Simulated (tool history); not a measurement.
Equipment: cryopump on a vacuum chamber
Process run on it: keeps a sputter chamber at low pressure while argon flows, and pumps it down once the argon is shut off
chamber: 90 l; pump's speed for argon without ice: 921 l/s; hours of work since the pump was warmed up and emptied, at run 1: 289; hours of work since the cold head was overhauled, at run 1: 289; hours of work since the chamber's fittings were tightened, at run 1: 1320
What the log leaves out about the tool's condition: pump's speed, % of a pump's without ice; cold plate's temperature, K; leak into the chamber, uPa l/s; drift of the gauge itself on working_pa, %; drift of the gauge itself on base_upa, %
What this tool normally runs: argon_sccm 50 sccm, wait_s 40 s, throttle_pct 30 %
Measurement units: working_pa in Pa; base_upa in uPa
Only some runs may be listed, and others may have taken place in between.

run   hour  argon_sccm  wait_s  throttle_pct  hours of work since the pump was warmed up and emptied  hours of work since the cold head was overhauled  hours of work since the chamber's fittings were tightened  working_pa  base_upa
  1    0.0          50      40            30                                                     289                                               289                                                       1320      0.3233      4.91
  2   24.3          50      77            30                                                     308                                               308                                                       1339      0.3239      3.81
  3   43.5          50      77            30                                                     323                                               323                                                       1354      0.3222      3.87
  4   62.3          50      77            30                                                     338                                               338                                                       1369      0.3250      3.91
  5   77.9          50      77            30                                                     350                                               350                                                       1382      0.3243      4.00
  6   91.7          50      77            30                                                     361                                               361                                                       1393      0.3242      4.03
  7  113.8          50      77            30                                                     379                                               379                                                       1410      0.3288      4.14
  8  146.6          50      77            30                                                     405                                               405                                                       1436      0.3286      4.14
  9  164.0          50      77            30                                                     418                                               418                                                       1450      0.3298      4.15
 10  177.7          41      40            30                                                     429                                               429                                                       1460      0.2714      5.38
 11  203.2          35     176            30                                                     449                                               449                                                       1481      0.2342      3.56
 12  218.7          35     176            30                                                     462                                               462                                                       1493      0.2335      3.55
 13  234.4          35     176            30                                                     474                                               474                                                       1505      0.2332      3.70
 14  249.3          26      23            22                                                     486                                               486                                                       1517      0.2323      7.23
 15  263.4          26      23            22                                                     497                                               497                                                       1528      0.2322      7.27
 16  284.6          63      23            22                                                     514                                               514                                                       1545      0.5619      7.42
 17  316.7          50      40            25                                                     539                                               539                                                       1570      0.3994      5.67
 18  337.3          50      40            25                                                     555                                               555                                                       1586      0.3991      5.82
 19  369.2          50      40            27                                                     580                                               580                                                       1612      0.3767      5.90
 20  395.5          80      22            43                                                     601                                               601                                                       1633      0.3987      7.76

Predict each of these 3 candidate next runs independently; none follows another, all start after run 20:
  A  410.0          50      40            18                                                     613                                               613                                                       1644           ?         ?
  B  410.0          20      22            43                                                     613                                               613                                                       1644           ?         ?
  C  410.0          50     126            30                                                     613                                               613                                                       1644           ?         ?

run  working_pa  base_upa
  A      0.5456      6.05
  B      0.1012      7.96
  C      0.3450      4.35
Without the tool's unlogged condition, the same runs would have read:
run  working_pa  base_upa
  A      0.5076      2.63
  B      0.0859      4.54
  C      0.3067      1.02
